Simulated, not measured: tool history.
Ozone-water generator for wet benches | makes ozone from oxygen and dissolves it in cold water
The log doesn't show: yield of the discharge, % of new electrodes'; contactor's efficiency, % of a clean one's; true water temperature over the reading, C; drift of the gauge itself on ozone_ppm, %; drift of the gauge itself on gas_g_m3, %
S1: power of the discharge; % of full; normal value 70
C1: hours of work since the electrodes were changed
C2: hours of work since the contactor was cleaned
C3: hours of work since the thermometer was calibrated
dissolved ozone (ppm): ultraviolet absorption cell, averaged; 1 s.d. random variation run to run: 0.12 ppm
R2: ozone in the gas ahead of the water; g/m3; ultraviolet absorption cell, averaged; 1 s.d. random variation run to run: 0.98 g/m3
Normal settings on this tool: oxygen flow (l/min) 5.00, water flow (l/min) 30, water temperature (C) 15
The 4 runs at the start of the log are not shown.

{"run": 5, "hour": 445.8, "S1": 55, "oxygen flow (l/min)": 5.0, "water flow (l/min)": 30, "water temperature (C)": 15, "C1": 4986, "C2": 10015, "C3": 1641, "dissolved ozone (ppm)": 8.9, "R2": 138.6}
{"run": 6, "hour": 542.5, "S1": 55, "oxygen flow (l/min)": 5.0, "water flow (l/min)": 30, "water temperature (C)": 15, "C1": 5063, "C2": 10092, "C3": 1718, "dissolved ozone (ppm)": 8.8, "R2": 139.1}
{"run": 7, "hour": 663.2, "S1": 55, "oxygen flow (l/min)": 5.0, "water flow (l/min)": 30, "water temperature (C)": 15, "C1": 5159, "C2": 10188, "C3": 1814, "dissolved ozone (ppm)": 8.9, "R2": 139.8}
{"run": 8, "hour": 808.5, "S1": 55, "oxygen flow (l/min)": 5.0, "water flow (l/min)": 30, "water temperature (C)": 15, "C1": 5275, "C2": 10304, "C3": 1930, "dissolved ozone (ppm)": 8.6, "R2": 137.9}
{"run": 9, "hour": 891.4, "S1": 55, "oxygen flow (l/min)": 5.0, "water flow (l/min)": 30, "water temperature (C)": 15, "C1": 5341, "C2": 10370, "C3": 1996, "dissolved ozone (ppm)": 8.9, "R2": 138.9}
{"run": 10, "hour": 975.7, "S1": 70, "oxygen flow (l/min)": 3.06, "water flow (l/min)": 30, "water temperature (C)": 15, "C1": 5408, "C2": 10437, "C3": 2063, "dissolved ozone (ppm)": 9.3, "R2": 207.6}
{"hour": 1018.5, "done": "contactor cleaned"}
{"run": 11, "hour": 1043.9, "S1": 70, "oxygen flow (l/min)": 3.06, "water flow (l/min)": 30, "water temperature (C)": 15, "C1": 5459, "C2": 20, "C3": 2114, "dissolved ozone (ppm)": 9.1, "R2": 203.9}
{"run": 12, "hour": 1164.9, "S1": 70, "oxygen flow (l/min)": 5.0, "water flow (l/min)": 30, "water temperature (C)": 15, "C1": 5555, "C2": 117, "C3": 2211, "dissolved ozone (ppm)": 10.7, "R2": 166.8}
{"run": 13, "hour": 1291.7, "S1": 70, "oxygen flow (l/min)": 5.0, "water flow (l/min)": 30, "water temperature (C)": 15, "C1": 5656, "C2": 218, "C3": 2311, "dissolved ozone (ppm)": 10.9, "R2": 165.6}
{"run": 14, "hour": 1361.6, "S1": 70, "oxygen flow (l/min)": 5.0, "water flow (l/min)": 30, "water temperature (C)": 15, "C1": 5712, "C2": 273, "C3": 2367, "dissolved ozone (ppm)": 10.7, "R2": 167.4}
{"run": 15, "hour": 1491.3, "S1": 70, "oxygen flow (l/min)": 5.0, "water flow (l/min)": 30, "water temperature (C)": 15, "C1": 5815, "C2": 377, "C3": 2471, "dissolved ozone (ppm)": 10.7, "R2": 164.1}
{"run": 16, "hour": 1607.2, "S1": 70, "oxygen flow (l/min)": 5.0, "water flow (l/min)": 30, "water temperature (C)": 15, "C1": 5908, "C2": 469, "C3": 2563, "dissolved ozone (ppm)": 11.0, "R2": 164.5}
{"run": 17, "hour": 1745.1, "S1": 70, "oxygen flow (l/min)": 5.0, "water flow (l/min)": 30, "water temperature (C)": 15, "C1": 6018, "C2": 579, "C3": 2673, "dissolved ozone (ppm)": 10.8, "R2": 165.2}
{"run": 18, "hour": 1886.2, "S1": 70, "oxygen flow (l/min)": 5.0, "water flow (l/min)": 30, "water temperature (C)": 15, "C1": 6130, "C2": 691, "C3": 2785, "dissolved ozone (ppm)": 10.8, "R2": 167.4}
{"run": 19, "hour": 1963.0, "S1": 70, "oxygen flow (l/min)": 5.0, "water flow (l/min)": 30, "water temperature (C)": 15, "C1": 6191, "C2": 752, "C3": 2846, "dissolved ozone (ppm)": 11.0, "R2": 164.4}
{"run": 20, "hour": 2066.4, "S1": 62, "oxygen flow (l/min)": 3.68, "water flow (l/min)": 30, "water temperature (C)": 15, "C1": 6273, "C2": 835, "C3": 2929, "dissolved ozone (ppm)": 9.1, "R2": 168.6}
{"run": 21, "hour": 2174.2, "S1": 65, "oxygen flow (l/min)": 3.83, "water flow (l/min)": 37, "water temperature (C)": 16, "C1": 6359, "C2": 921, "C3": 3015, "dissolved ozone (ppm)": 7.4, "R2": 171.7}
{"hour": 2186.5, "done": "gauge calibrated"}
{"hour": 2187.0, "done": "water thermometer calibrated"}
{"run": 22, "hour": 2330.9, "S1": 65, "oxygen flow (l/min)": 4.72, "water flow (l/min)": 37, "water temperature (C)": 16, "C1": 6484, "C2": 1045, "C3": 115, "dissolved ozone (ppm)": 7.9, "R2": 164.0}
{"run": 23, "hour": 2479.3, "S1": 70, "oxygen flow (l/min)": 3.76, "water flow (l/min)": 28, "water temperature (C)": 12, "C1": 6602, "C2": 1163, "C3": 233, "dissolved ozone (ppm)": 10.9, "R2": 189.4}
{"run": 24, "hour": 2614.3, "S1": 70, "oxygen flow (l/min)": 3.38, "water flow (l/min)": 26, "water temperature (C)": 15, "C1": 6710, "C2": 1271, "C3": 340, "dissolved ozone (ppm)": 10.9, "R2": 197.3}
{"run": 25, "hour": 2726.3, "S1": 70, "oxygen flow (l/min)": 3.38, "water flow (l/min)": 26, "water temperature (C)": 15, "C1": 6799, "C2": 1360, "C3": 430, "dissolved ozone (ppm)": 11.0, "R2": 196.0}
{"run": 26, "hour": 2793.6, "S1": 70, "oxygen flow (l/min)": 7.42, "water flow (l/min)": 26, "water temperature (C)": 15, "C1": 6852, "C2": 1414, "C3": 483, "dissolved ozone (ppm)": 13.2, "R2": 143.1}
{"run": 27, "hour": 2936.4, "S1": 70, "oxygen flow (l/min)": 6.99, "water flow (l/min)": 26, "water temperature (C)": 15, "C1": 6966, "C2": 1527, "C3": 597, "dissolved ozone (ppm)": 13.1, "R2": 146.1}

Predict the results of run 28:
{"run": 28, "hour": 3072.6, "S1": 96, "oxygen flow (l/min)": 5.0, "water flow (l/min)": 35, "water temperature (C)": 8, "C1": 7075, "C2": 1636, "C3": 705, "dissolved ozone (ppm)": "?", "R2": "?"}

Run 28 measured dissolved ozone (ppm) 12.4, R2 211.3 g/m3.
With the hidden condition absent and the run-to-run variation left alone, this run would have shown dissolved ozone (ppm) 12.4, R2 214.3 g/m3.

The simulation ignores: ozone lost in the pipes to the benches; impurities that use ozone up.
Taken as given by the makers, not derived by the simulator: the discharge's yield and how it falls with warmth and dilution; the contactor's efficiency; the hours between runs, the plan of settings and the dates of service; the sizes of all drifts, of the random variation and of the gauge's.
